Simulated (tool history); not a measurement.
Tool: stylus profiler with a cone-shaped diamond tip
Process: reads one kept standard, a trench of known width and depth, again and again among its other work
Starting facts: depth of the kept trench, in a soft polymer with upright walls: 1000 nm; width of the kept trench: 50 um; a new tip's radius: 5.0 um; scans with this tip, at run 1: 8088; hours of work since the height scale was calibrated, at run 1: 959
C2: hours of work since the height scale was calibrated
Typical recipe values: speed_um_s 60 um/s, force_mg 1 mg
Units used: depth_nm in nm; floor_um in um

{"run": 1, "hour": 0.0, "speed_um_s": 60, "force_mg": 1, "scans with this tip": 8088, "C2": 959, "depth_nm": 1003.84, "floor_um": 40.66}
{"run": 2, "hour": 94.2, "speed_um_s": 60, "force_mg": 1, "scans with this tip": 8575, "C2": 1017, "depth_nm": 1004.12, "floor_um": 40.52}
{"run": 3, "hour": 204.7, "speed_um_s": 60, "force_mg": 0.87, "scans with this tip": 9145, "C2": 1084, "depth_nm": 1003.13, "floor_um": 40.36}
{"run": 4, "hour": 275.7, "speed_um_s": 60, "force_mg": 0.56, "scans with this tip": 9512, "C2": 1128, "depth_nm": 1001.7, "floor_um": 40.09}
{"run": 5, "hour": 354.4, "speed_um_s": 60, "force_mg": 0.56, "scans with this tip": 9918, "C2": 1176, "depth_nm": 1001.56, "floor_um": 39.94}
{"run": 6, "hour": 452.6, "speed_um_s": 60, "force_mg": 0.56, "scans with this tip": 10425, "C2": 1236, "depth_nm": 1001.27, "floor_um": 39.8}
{"run": 7, "hour": 522.3, "speed_um_s": 60, "force_mg": 0.56, "scans with this tip": 10785, "C2": 1279, "depth_nm": 1001.56, "floor_um": 39.7}
{"run": 8, "hour": 585.1, "speed_um_s": 60, "force_mg": 0.56, "scans with this tip": 11109, "C2": 1317, "depth_nm": 1001.09, "floor_um": 39.59}
{"run": 9, "hour": 650.8, "speed_um_s": 60, "force_mg": 0.56, "scans with this tip": 11448, "C2": 1357, "depth_nm": 1001.31, "floor_um": 39.45}
{"run": 10, "hour": 720.6, "speed_um_s": 60, "force_mg": 0.56, "scans with this tip": 11808, "C2": 1400, "depth_nm": 1000.81, "floor_um": 39.36}
{"run": 11, "hour": 789.9, "speed_um_s": 60, "force_mg": 1, "scans with this tip": 12166, "C2": 1443, "depth_nm": 1002.88, "floor_um": 39.44}
{"hour": 818.0, "done": "new tip fitted, height scale calibrated"}
{"run": 12, "hour": 880.9, "speed_um_s": 60, "force_mg": 0.53, "scans with this tip": 325, "C2": 39, "depth_nm": 1003.54, "floor_um": 43.24}
{"run": 13, "hour": 955.9, "speed_um_s": 60, "force_mg": 1, "scans with this tip": 712, "C2": 84, "depth_nm": 1005.39, "floor_um": 43.25}
{"run": 14, "hour": 1032.7, "speed_um_s": 60, "force_mg": 1, "scans with this tip": 1108, "C2": 131, "depth_nm": 1005.14, "floor_um": 43.04}
{"run": 15, "hour": 1086.1, "speed_um_s": 60, "force_mg": 1, "scans with this tip": 1384, "C2": 164, "depth_nm": 1005.14, "floor_um": 42.95}
{"run": 16, "hour": 1172.9, "speed_um_s": 60, "force_mg": 1, "scans with this tip": 1832, "C2": 217, "depth_nm": 1005.07, "floor_um": 42.72}
{"run": 17, "hour": 1255.5, "speed_um_s": 60, "force_mg": 1, "scans with this tip": 2259, "C2": 268, "depth_nm": 1005, "floor_um": 42.54}
{"run": 18, "hour": 1372.1, "speed_um_s": 60, "force_mg": 1, "scans with this tip": 2861, "C2": 339, "depth_nm": 1004.75, "floor_um": 42.39}
{"run": 19, "hour": 1437.3, "speed_um_s": 27, "force_mg": 1.57, "scans with this tip": 3197, "C2": 379, "depth_nm": 1006.95, "floor_um": 42.44}
{"run": 20, "hour": 1517.1, "speed_um_s": 192, "force_mg": 0.41, "scans with this tip": 3609, "C2": 428, "depth_nm": 1002.43, "floor_um": 40.59}
{"run": 21, "hour": 1631.2, "speed_um_s": 192, "force_mg": 0.41, "scans with this tip": 4198, "C2": 498, "depth_nm": 1001.49, "floor_um": 40.4}
{"run": 22, "hour": 1733.2, "speed_um_s": 192, "force_mg": 0.54, "scans with this tip": 4725, "C2": 560, "depth_nm": 1001.98, "floor_um": 40.5}
{"run": 23, "hour": 1837.1, "speed_um_s": 192, "force_mg": 0.54, "scans with this tip": 5261, "C2": 624, "depth_nm": 1001.73, "floor_um": 40.3}
{"run": 24, "hour": 1935.8, "speed_um_s": 175, "force_mg": 0.5, "scans with this tip": 5770, "C2": 684, "depth_nm": 1001.67, "floor_um": 40.21}
{"run": 25, "hour": 2009.7, "speed_um_s": 80, "force_mg": 0.5, "scans with this tip": 6152, "C2": 729, "depth_nm": 1001.64, "floor_um": 40.88}
{"run": 26, "hour": 2064.7, "speed_um_s": 80, "force_mg": 0.5, "scans with this tip": 6436, "C2": 763, "depth_nm": 1001.9, "floor_um": 40.79}
{"run": 27, "hour": 2143.1, "speed_um_s": 80, "force_mg": 0.5, "scans with this tip": 6841, "C2": 811, "depth_nm": 1001.56, "floor_um": 40.59}
{"run": 28, "hour": 2196.4, "speed_um_s": 147, "force_mg": 1.89, "scans with this tip": 7116, "C2": 844, "depth_nm": 1006.74, "floor_um": 40.63}
{"run": 29, "hour": 2313.0, "speed_um_s": 24, "force_mg": 1.89, "scans with this tip": 7718, "C2": 915, "depth_nm": 1007.04, "floor_um": 40.92}
{"run": 30, "hour": 2418.1, "speed_um_s": 24, "force_mg": 1.89, "scans with this tip": 8260, "C2": 979, "depth_nm": 1006.85, "floor_um": 40.76}
{"run": 31, "hour": 2526.5, "speed_um_s": 143, "force_mg": 2.87, "scans with this tip": 8820, "C2": 1046, "depth_nm": 1009.51, "floor_um": 40.22}
{"run": 32, "hour": 2623.2, "speed_um_s": 47, "force_mg": 0.44, "scans with this tip": 9319, "C2": 1105, "depth_nm": 1001.17, "floor_um": 40.16}
{"run": 33, "hour": 2697.7, "speed_um_s": 179, "force_mg": 1.29, "scans with this tip": 9704, "C2": 1151, "depth_nm": 1003.99, "floor_um": 39.5}
{"run": 34, "hour": 2811.9, "speed_um_s": 107, "force_mg": 1.06, "scans with this tip": 10294, "C2": 1221, "depth_nm": 1002.86, "floor_um": 39.68}
{"run": 35, "hour": 2883.8, "speed_um_s": 107, "force_mg": 1.49, "scans with this tip": 10665, "C2": 1265, "depth_nm": 1005.11, "floor_um": 39.63}
{"run": 36, "hour": 2948.6, "speed_um_s": 107, "force_mg": 1.49, "scans with this tip": 10999, "C2": 1304, "depth_nm": 1004.59, "floor_um": 39.53}

Predict each of these 3 candidate next runs independently; none follows another, all start after run 36:
{"run": "A", "hour": 3022.8, "speed_um_s": 17, "force_mg": 0.56, "scans with this tip": 11382, "C2": 1350, "depth_nm": "?", "floor_um": "?"}
{"run": "B", "hour": 3022.8, "speed_um_s": 129, "force_mg": 1, "scans with this tip": 11382, "C2": 1350, "depth_nm": "?", "floor_um": "?"}
{"run": "C", "hour": 3022.8, "speed_um_s": 42, "force_mg": 0.54, "scans with this tip": 11382, "C2": 1350, "depth_nm": "?", "floor_um": "?"}

run=A depth_nm=1000.83 floor_um=39.83
run=B depth_nm=1002.72 floor_um=39.19
run=C depth_nm=1000.65 floor_um=39.64
Take away the tool's hidden state, keep each run's random variation, and the runs would have read:
run=A depth_nm=1004.21 floor_um=43.88
run=B depth_nm=1006.11 floor_um=43.24
run=C depth_nm=1004.04 floor_um=43.69
